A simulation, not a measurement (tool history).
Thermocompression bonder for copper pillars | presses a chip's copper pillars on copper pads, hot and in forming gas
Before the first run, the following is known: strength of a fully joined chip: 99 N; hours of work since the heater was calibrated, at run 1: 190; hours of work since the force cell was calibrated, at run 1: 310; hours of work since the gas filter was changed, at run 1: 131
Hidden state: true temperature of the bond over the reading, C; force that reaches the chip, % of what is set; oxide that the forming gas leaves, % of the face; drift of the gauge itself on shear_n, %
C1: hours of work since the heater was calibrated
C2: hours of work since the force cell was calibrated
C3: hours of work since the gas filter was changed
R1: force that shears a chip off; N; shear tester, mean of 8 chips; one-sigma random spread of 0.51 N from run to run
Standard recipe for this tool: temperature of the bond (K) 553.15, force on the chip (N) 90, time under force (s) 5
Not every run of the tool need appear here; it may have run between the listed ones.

run 1 hour=0 | temperature_of_the_bond_(K)=553.15 force_on_the_chip_(N)=90 time_under_force_(s)=5 | C1=190 C2=310 C3=131 | R1=40.7
run 2 hour=6.3 | temperature_of_the_bond_(K)=553.15 force_on_the_chip_(N)=90 time_under_force_(s)=5 | C1=194 C2=315 C3=135 | R1=39.7
run 3 hour=21.1 | temperature_of_the_bond_(K)=553.15 force_on_the_chip_(N)=90 time_under_force_(s)=5 | C1=205 C2=325 C3=146 | R1=40.4
run 4 hour=31.4 | temperature_of_the_bond_(K)=553.15 force_on_the_chip_(N)=90 time_under_force_(s)=5 | C1=212 C2=333 C3=153 | R1=38.1
run 5 hour=38.4 | temperature_of_the_bond_(K)=553.15 force_on_the_chip_(N)=90 time_under_force_(s)=5 | C1=217 C2=338 C3=158 | R1=39.4
run 6 hour=52.6 | temperature_of_the_bond_(K)=553.15 force_on_the_chip_(N)=90 time_under_force_(s)=5 | C1=228 C2=348 C3=169 | R1=38.9
run 7 hour=64.4 | temperature_of_the_bond_(K)=553.15 force_on_the_chip_(N)=90 time_under_force_(s)=5 | C1=236 C2=356 C3=177 | R1=38.8
run 8 hour=79.3 | temperature_of_the_bond_(K)=553.15 force_on_the_chip_(N)=90 time_under_force_(s)=5 | C1=247 C2=367 C3=188 | R1=40.1
run 9 hour=86.3 | temperature_of_the_bond_(K)=553.15 force_on_the_chip_(N)=90 time_under_force_(s)=5 | C1=252 C2=372 C3=193 | R1=39.3
run 10 hour=97.6 | temperature_of_the_bond_(K)=553.15 force_on_the_chip_(N)=90 time_under_force_(s)=5 | C1=260 C2=380 C3=201 | R1=38.7
run 11 hour=113.1 | temperature_of_the_bond_(K)=553.15 force_on_the_chip_(N)=90 time_under_force_(s)=5 | C1=271 C2=392 C3=212 | R1=39.2
run 12 hour=119.6 | temperature_of_the_bond_(K)=553.15 force_on_the_chip_(N)=90 time_under_force_(s)=5 | C1=276 C2=396 C3=217 | R1=38
run 13 hour=133.1 | temperature_of_the_bond_(K)=553.15 force_on_the_chip_(N)=90 time_under_force_(s)=5 | C1=286 C2=406 C3=227 | R1=38.7
run 14 hour=141.9 | temperature_of_the_bond_(K)=553.15 force_on_the_chip_(N)=126 time_under_force_(s)=5 | C1=292 C2=412 C3=233 | R1=45.2
run 15 hour=154 | temperature_of_the_bond_(K)=553.15 force_on_the_chip_(N)=126 time_under_force_(s)=5 | C1=301 C2=421 C3=242 | R1=45.4
run 16 hour=166 | temperature_of_the_bond_(K)=553.15 force_on_the_chip_(N)=126 time_under_force_(s)=5 | C1=309 C2=430 C3=250 | R1=45
run 17 hour=179.7 | temperature_of_the_bond_(K)=553.15 force_on_the_chip_(N)=83 time_under_force_(s)=5 | C1=319 C2=440 C3=260 | R1=37.1
run 18 hour=188.4 | temperature_of_the_bond_(K)=553.15 force_on_the_chip_(N)=90 time_under_force_(s)=5 | C1=325 C2=446 C3=266 | R1=38.8
run 19 hour=199.5 | temperature_of_the_bond_(K)=555.15 force_on_the_chip_(N)=90 time_under_force_(s)=5 | C1=333 C2=454 C3=274 | R1=39
run 20 hour=212.3 | temperature_of_the_bond_(K)=553.15 force_on_the_chip_(N)=81 time_under_force_(s)=5 | C1=343 C2=463 C3=284 | R1=35.6
run 21 hour=220.7 | temperature_of_the_bond_(K)=550.15 force_on_the_chip_(N)=85 time_under_force_(s)=5 | C1=349 C2=469 C3=290 | R1=36.6
run 22 hour=234.6 | temperature_of_the_bond_(K)=561.15 force_on_the_chip_(N)=90 time_under_force_(s)=5 | C1=359 C2=479 C3=300 | R1=42.7
run 23 hour=247.4 | temperature_of_the_bond_(K)=561.15 force_on_the_chip_(N)=90 time_under_force_(s)=5 | C1=368 C2=488 C3=309 | R1=41.1
run 24 hour=254.3 | temperature_of_the_bond_(K)=541.15 force_on_the_chip_(N)=81 time_under_force_(s)=14 | C1=373 C2=493 C3=314 | R1=47
run 25 hour=268.9 | temperature_of_the_bond_(K)=568.15 force_on_the_chip_(N)=71 time_under_force_(s)=7 | C1=383 C2=504 C3=324 | R1=44.2
run 26 hour=281.6 | temperature_of_the_bond_(K)=533.15 force_on_the_chip_(N)=134 time_under_force_(s)=10 | C1=393 C2=513 C3=334 | R1=48.1
run 27 hour=294.4 | temperature_of_the_bond_(K)=553.15 force_on_the_chip_(N)=95 time_under_force_(s)=3 | C1=402 C2=522 C3=343 | R1=31.7
run 28 hour=305 | temperature_of_the_bond_(K)=569.15 force_on_the_chip_(N)=101 time_under_force_(s)=4 | C1=409 C2=530 C3=350 | R1=42.7
run 29 hour=316 | temperature_of_the_bond_(K)=553.15 force_on_the_chip_(N)=69 time_under_force_(s)=5 | C1=417 C2=538 C3=358 | R1=32.6
run 30 hour=326.6 | temperature_of_the_bond_(K)=537.15 force_on_the_chip_(N)=90 time_under_force_(s)=4 | C1=425 C2=545 C3=366 | R1=28.6
run 31 hour=341.1 | temperature_of_the_bond_(K)=537.15 force_on_the_chip_(N)=89 time_under_force_(s)=15 | C1=435 C2=556 C3=376 | R1=48.4
run 32 hour=353.2 | temperature_of_the_bond_(K)=537.15 force_on_the_chip_(N)=89 time_under_force_(s)=15 | C1=444 C2=565 C3=385 | R1=47.2
run 33 hour=368.2 | temperature_of_the_bond_(K)=537.15 force_on_the_chip_(N)=89 time_under_force_(s)=15 | C1=455 C2=575 C3=396 | R1=47.3
run 34 hour=377 | temperature_of_the_bond_(K)=554.15 force_on_the_chip_(N)=90 time_under_force_(s)=5 | C1=461 C2=582 C3=402 | R1=38.5
-- hour=389.2 forming gas filter changed
run 35 hour=390.3 | temperature_of_the_bond_(K)=554.15 force_on_the_chip_(N)=90 time_under_force_(s)=5 | C1=471 C2=591 C3=1 | R1=41.3
run 36 hour=401.7 | temperature_of_the_bond_(K)=554.15 force_on_the_chip_(N)=86 time_under_force_(s)=7 | C1=479 C2=599 C3=9 | R1=46.4
run 37 hour=416.9 | temperature_of_the_bond_(K)=580.15 force_on_the_chip_(N)=90 time_under_force_(s)=5 | C1=490 C2=610 C3=20 | R1=52.2
run 38 hour=424 | temperature_of_the_bond_(K)=580.15 force_on_the_chip_(N)=90 time_under_force_(s)=5 | C1=495 C2=615 C3=25 | R1=50.1
run 39 hour=435.4 | temperature_of_the_bond_(K)=552.15 force_on_the_chip_(N)=120 time_under_force_(s)=3 | C1=503 C2=623 C3=33 | R1=37.6

How would selected steps in R1 from run to run divide? Give the signed amount a tool lacking its hidden state would still show from settings, what came in and random variation, and the signed amount left for the hidden state, including any gauge scatter that is not in both of the compared results.
Run 26 -> 27: temperature of the bond (K) 533.15 -> 553.15, force on the chip (N) 134 -> 95, time under force (s) 10 -> 3. R1 -16.4 N: hidden state +1.1, all else -17.5.
Run 30 -> 31: force on the chip (N) 90 -> 89, time under force (s) 4 -> 15. R1 +19.8 N: hidden state -1.5, all else +21.3.
Run 34 -> 35: forming gas filter changed. R1 +2.8 N: hidden state +3.4, all else -0.6.
Run 38 -> 39: temperature of the bond (K) 580.15 -> 552.15, force on the chip (N) 90 -> 120, time under force (s) 5 -> 3. R1 -12.5 N: hidden state +0, all else -12.5.
